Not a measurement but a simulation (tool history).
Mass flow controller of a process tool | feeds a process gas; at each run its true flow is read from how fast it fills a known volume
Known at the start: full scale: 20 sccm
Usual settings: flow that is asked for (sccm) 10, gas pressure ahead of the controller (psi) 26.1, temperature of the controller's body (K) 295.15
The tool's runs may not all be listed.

| run | hour | flow that is asked for (sccm) | gas pressure ahead of the controller (psi) | temperature of the controller's body (K) | true flow (%) |
|---|---|---|---|---|---|
| 1 | 0 | 10 | 26.1 | 295.15 | 98.98 |
| 2 | 107.4 | 13 | 26.1 | 295.15 | 99.21 |
| 3 | 160.9 | 13 | 29.6 | 295.15 | 99.38 |
| 4 | 238.9 | 10 | 26.1 | 296.15 | 99.13 |
| 5 | 312.1 | 10 | 26.1 | 295.15 | 99.02 |
| 6 | 400.1 | 10 | 26.1 | 295.15 | 99.13 |
| 7 | 495.1 | 10 | 26.1 | 295.15 | 99.16 |
| 8 | 548.3 | 10 | 26.1 | 295.15 | 99.05 |
| 9 | 621.2 | 10 | 26.1 | 295.15 | 99.03 |
| 10 | 711.3 | 10 | 26.1 | 295.15 | 99.17 |
| 11 | 766.9 | 10 | 26.1 | 295.15 | 99.09 |
| 12 | 828.5 | 10 | 26.1 | 295.15 | 99.13 |
| 13 | 890.1 | 10 | 26.1 | 300.15 | 99.68 |
| 14 | 988.9 | 10 | 26.1 | 300.15 | 99.62 |
| 15 | 1044.5 | 10 | 26.1 | 300.15 | 99.84 |
| 16 | 1089.6 | 10 | 26.1 | 300.15 | 99.82 |
| 17 | 1175.2 | 10 | 26.1 | 300.15 | 99.8 |
| 18 | 1247.6 | 10 | 26.1 | 300.15 | 99.74 |
| 19 | 1323.7 | 10 | 39 | 295.15 | 99.9 |
| 20 | 1372.9 | 10 | 26.1 | 304.15 | 100.21 |
| 21 | 1461.2 | 10 | 26.1 | 304.15 | 100.17 |
| 22 | 1546.7 | 10 | 26.1 | 304.15 | 100.21 |
| 23 | 1597.4 | 10 | 26.1 | 304.15 | 100.22 |
| 24 | 1700.1 | 10 | 32.5 | 295.15 | 99.43 |
| 25 | 1779.2 | 2 | 26.1 | 295.15 | 97.45 |
| 26 | 1860.3 | 10 | 21.6 | 309.15 | 100.62 |
| 27 | 1929.7 | 10 | 21.6 | 309.15 | 100.58 |
| 28 | 2023.6 | 10 | 26.1 | 303.15 | 100.19 |
| 29 | 2077.6 | 5 | 23.6 | 294.15 | 98.38 |
| 30 | 2166 | 5 | 23.6 | 294.15 | 98.36 |
| 31 | 2278.3 | 7 | 36.5 | 297.15 | 99.63 |
| 32 | 2378.6 | 10 | 26.1 | 296.15 | 99.49 |
| 33 | 2449.8 | 10 | 26.1 | 296.15 | 99.42 |
| 34 | 2524.1 | 10 | 26.1 | 296.15 | 99.32 |
| 35 | 2601.3 | 10 | 26.1 | 296.15 | 99.59 |
| 36 | 2654.5 | 10 | 26.1 | 296.15 | 99.47 |
| 37 | 2730.7 | 10 | 26.1 | 296.15 | 99.34 |
| 38 | 2781.9 | 16 | 39.9 | 304.15 | 101.62 |
| 39 | 2871.9 | 16 | 34.5 | 298.15 | 100.5 |
| 40 | 2927.6 | 16 | 34.5 | 298.15 | 100.63 |
| 41 | 2981.9 | 10 | 31.5 | 295.15 | 99.58 |
| 42 | 3064.7 | 10 | 31.5 | 295.15 | 99.68 |
| 43 | 3175.7 | 10 | 31.5 | 301.15 | 100.32 |
| 44 | 3258 | 5 | 22.6 | 302.15 | 99.22 |
| 45 | 3343.5 | 20 | 29.4 | 302.15 | 101.14 |
| 46 | 3418.9 | 20 | 29.4 | 302.15 | 101.09 |
| 47 | 3473.1 | 20 | 29.4 | 302.15 | 101.07 |
| 48 | 3520.1 | 12 | 29.4 | 293.15 | 99.62 |

Some steps in true flow (%) between neighbouring runs. How much of each would the tool show without its hidden state too (settings, what came in, random variation), and how much is left for the hidden state, with any gauge scatter that isn't in both results?
The hidden state here: flow at rest that the sensor doesn't see, % of full scale; true flow over the shown one, %; drift of the gauge itself on true_pct, %.
Run 24 -> 25: flow that is asked for (sccm) 10 -> 2, gas pressure ahead of the controller (psi) 32.5 -> 26.1. true flow (%) -1.98: hidden state -1.37, all else -0.61.
Run 25 -> 26: flow that is asked for (sccm) 2 -> 10, gas pressure ahead of the controller (psi) 26.1 -> 21.6, temperature of the controller's body (K) 295.15 -> 309.15. true flow (%) +3.17: hidden state +1.38, all else +1.79.
Run 37 -> 38: flow that is asked for (sccm) 10 -> 16, gas pressure ahead of the controller (psi) 26.1 -> 39.9, temperature of the controller's body (K) 296.15 -> 304.15. true flow (%) +2.28: hidden state +0.18, all else +2.1.
Run 44 -> 45: flow that is asked for (sccm) 5 -> 20, gas pressure ahead of the controller (psi) 22.6 -> 29.4. true flow (%) +1.92: hidden state +0.79, all else +1.13.
